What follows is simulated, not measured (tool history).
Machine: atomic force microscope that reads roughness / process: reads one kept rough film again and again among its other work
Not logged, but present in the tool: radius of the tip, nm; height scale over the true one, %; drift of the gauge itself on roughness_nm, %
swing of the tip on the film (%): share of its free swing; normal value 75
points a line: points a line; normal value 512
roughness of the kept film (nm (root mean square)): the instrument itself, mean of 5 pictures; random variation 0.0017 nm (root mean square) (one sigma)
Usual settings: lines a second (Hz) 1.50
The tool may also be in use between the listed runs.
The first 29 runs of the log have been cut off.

run	hour	lines a second (Hz)	swing of the tip on the film (%)	points a line	pictures with this tip	hours of work since the height scale was calibrated	roughness of the kept film (nm (root mean square))
30	960.9	3.13	76	421	212	828	1.062
31	997.2	3.13	76	421	253	845	1.061
32	1035.5	2.08	75	749	297	862	1.114
33	1056.0	0.78	75	324	320	871	1.169
# hour 1065.6: new tip fitted
34	1090.9	0.78	75	324	29	886	1.168
35	1123.7	2.59	75	527	66	901	1.089
36	1146.7	2.68	64	318	92	911	1.137
37	1176.1	2.68	64	318	126	925	1.138
38	1221.9	1.50	70	512	178	945	1.152
39	1249.7	1.50	70	512	210	958	1.150
40	1286.4	1.50	70	512	252	974	1.153

Predict the results of run 41:
41	1313.4	0.56	64	512	283	986	?

roughness of the kept film (nm (root mean square)): 1.193
Minus the tool's unlogged condition, the same run would have read roughness of the kept film (nm (root mean square)) 1.194.
